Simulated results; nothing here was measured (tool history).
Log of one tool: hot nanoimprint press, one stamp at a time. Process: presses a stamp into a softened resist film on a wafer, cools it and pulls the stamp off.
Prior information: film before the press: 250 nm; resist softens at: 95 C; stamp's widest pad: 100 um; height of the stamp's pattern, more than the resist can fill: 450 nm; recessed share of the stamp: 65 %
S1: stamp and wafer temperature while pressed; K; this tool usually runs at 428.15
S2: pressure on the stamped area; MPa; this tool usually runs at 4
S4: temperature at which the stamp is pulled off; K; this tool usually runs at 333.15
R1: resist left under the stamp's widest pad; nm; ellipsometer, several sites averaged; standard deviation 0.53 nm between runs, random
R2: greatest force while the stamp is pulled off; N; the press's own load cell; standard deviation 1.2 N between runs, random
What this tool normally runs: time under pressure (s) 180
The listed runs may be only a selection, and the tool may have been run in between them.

{"run": 1, "hour": 0.0, "S1": 428.15, "S2": 4, "time under pressure (s)": 180, "S4": 333.15, "R1": 136.3, "R2": 119}
{"run": 2, "hour": 88.0, "S1": 428.15, "S2": 4, "time under pressure (s)": 180, "S4": 333.15, "R1": 137.7, "R2": 120}
{"hour": 146.3, "done": "stamp cleaned and given a new release coat"}
{"run": 3, "hour": 159.5, "S1": 428.15, "S2": 4, "time under pressure (s)": 180, "S4": 334.15, "R1": 138.4, "R2": 111}
{"run": 4, "hour": 201.9, "S1": 428.15, "S2": 4, "time under pressure (s)": 180, "S4": 333.15, "R1": 138, "R2": 112}
{"run": 5, "hour": 282.2, "S1": 428.15, "S2": 4, "time under pressure (s)": 180, "S4": 333.15, "R1": 140.2, "R2": 113}
{"run": 6, "hour": 371.1, "S1": 428.15, "S2": 4, "time under pressure (s)": 180, "S4": 333.15, "R1": 139.8, "R2": 118}
{"run": 7, "hour": 412.9, "S1": 428.15, "S2": 4, "time under pressure (s)": 180, "S4": 333.15, "R1": 141.2, "R2": 118}
{"run": 8, "hour": 453.2, "S1": 428.15, "S2": 4, "time under pressure (s)": 269, "S4": 333.15, "R1": 123.7, "R2": 120}
{"run": 9, "hour": 512.4, "S1": 428.15, "S2": 4, "time under pressure (s)": 269, "S4": 333.15, "R1": 123.3, "R2": 123}
{"hour": 551.9, "done": "plate thermocouple calibrated"}
{"hour": 593.7, "done": "stamp cleaned and given a new release coat"}
{"run": 10, "hour": 613.0, "S1": 428.15, "S2": 4, "time under pressure (s)": 180, "S4": 333.15, "R1": 135.7, "R2": 111}
{"hour": 666.7, "done": "press's hydraulic seals changed and the load cell set to zero"}
{"run": 11, "hour": 666.7, "S1": 428.15, "S2": 4, "time under pressure (s)": 180, "S4": 333.15, "R1": 136.3, "R2": 113}
{"run": 12, "hour": 750.1, "S1": 428.15, "S2": 4, "time under pressure (s)": 180, "S4": 333.15, "R1": 136.2, "R2": 115}
{"run": 13, "hour": 828.6, "S1": 428.15, "S2": 4, "time under pressure (s)": 180, "S4": 333.15, "R1": 136.9, "R2": 119}
{"run": 14, "hour": 897.8, "S1": 428.15, "S2": 4.56, "time under pressure (s)": 180, "S4": 333.15, "R1": 131.3, "R2": 119}
{"run": 15, "hour": 984.5, "S1": 428.15, "S2": 4.56, "time under pressure (s)": 180, "S4": 333.15, "R1": 132.6, "R2": 124}
{"hour": 1045.0, "done": "stamp cleaned and given a new release coat"}
{"run": 16, "hour": 1066.3, "S1": 428.15, "S2": 4.56, "time under pressure (s)": 180, "S4": 333.15, "R1": 132.4, "R2": 108}
{"run": 17, "hour": 1149.0, "S1": 428.15, "S2": 4.56, "time under pressure (s)": 180, "S4": 333.15, "R1": 133.2, "R2": 115}
{"hour": 1213.6, "done": "plate thermocouple calibrated"}
{"run": 18, "hour": 1219.0, "S1": 428.15, "S2": 4.28, "time under pressure (s)": 143, "S4": 319.15, "R1": 144.5, "R2": 126}
{"run": 19, "hour": 1293.9, "S1": 428.15, "S2": 4.28, "time under pressure (s)": 302, "S4": 332.15, "R1": 110.8, "R2": 119}
{"run": 20, "hour": 1346.3, "S1": 428.15, "S2": 3.46, "time under pressure (s)": 302, "S4": 338.15, "R1": 121.7, "R2": 114}
{"run": 21, "hour": 1410.8, "S1": 426.15, "S2": 3.46, "time under pressure (s)": 103, "S4": 338.15, "R1": 181.5, "R2": 118}
{"run": 22, "hour": 1452.0, "S1": 426.15, "S2": 3.46, "time under pressure (s)": 103, "S4": 338.15, "R1": 180.2, "R2": 121}
{"hour": 1490.2, "done": "stamp cleaned and given a new release coat"}
{"run": 23, "hour": 1521.6, "S1": 426.15, "S2": 3.46, "time under pressure (s)": 103, "S4": 338.15, "R1": 181.2, "R2": 111}
{"run": 24, "hour": 1605.2, "S1": 419.15, "S2": 4, "time under pressure (s)": 180, "S4": 333.15, "R1": 180.8, "R2": 114}
{"run": 25, "hour": 1678.4, "S1": 419.15, "S2": 4, "time under pressure (s)": 180, "S4": 333.15, "R1": 180.3, "R2": 117}
{"run": 26, "hour": 1727.0, "S1": 423.15, "S2": 4, "time under pressure (s)": 180, "S4": 333.15, "R1": 165.4, "R2": 116}
{"run": 27, "hour": 1819.0, "S1": 432.15, "S2": 4, "time under pressure (s)": 189, "S4": 334.15, "R1": 124, "R2": 120}
{"hour": 1858.4, "done": "plate thermocouple calibrated"}
{"run": 28, "hour": 1890.2, "S1": 432.15, "S2": 4, "time under pressure (s)": 189, "S4": 334.15, "R1": 120.7, "R2": 122}
{"hour": 1935.7, "done": "stamp cleaned and given a new release coat"}
{"run": 29, "hour": 1953.0, "S1": 432.15, "S2": 4, "time under pressure (s)": 189, "S4": 334.15, "R1": 120.3, "R2": 111}

Predict each of these 3 candidate next runs independently; none follows another, all start after run 29:
{"run": "A", "hour": 2044.7, "S1": 428.15, "S2": 4, "time under pressure (s)": 180, "S4": 341.15, "R1": "?", "R2": "?"}
{"run": "B", "hour": 2044.7, "S1": 432.15, "S2": 4, "time under pressure (s)": 189, "S4": 319.15, "R1": "?", "R2": "?"}
{"run": "C", "hour": 2044.7, "S1": 432.15, "S2": 5.62, "time under pressure (s)": 169, "S4": 323.15, "R1": "?", "R2": "?"}

run=A R1=139.2 R2=111
run=B R1=121.6 R2=121
run=C R1=110.2 R2=122
Without the tool's unlogged condition, the same runs would have read:
run=A R1=135.8 R2=107
run=B R1=118.4 R2=118
run=C R1=106.7 R2=118
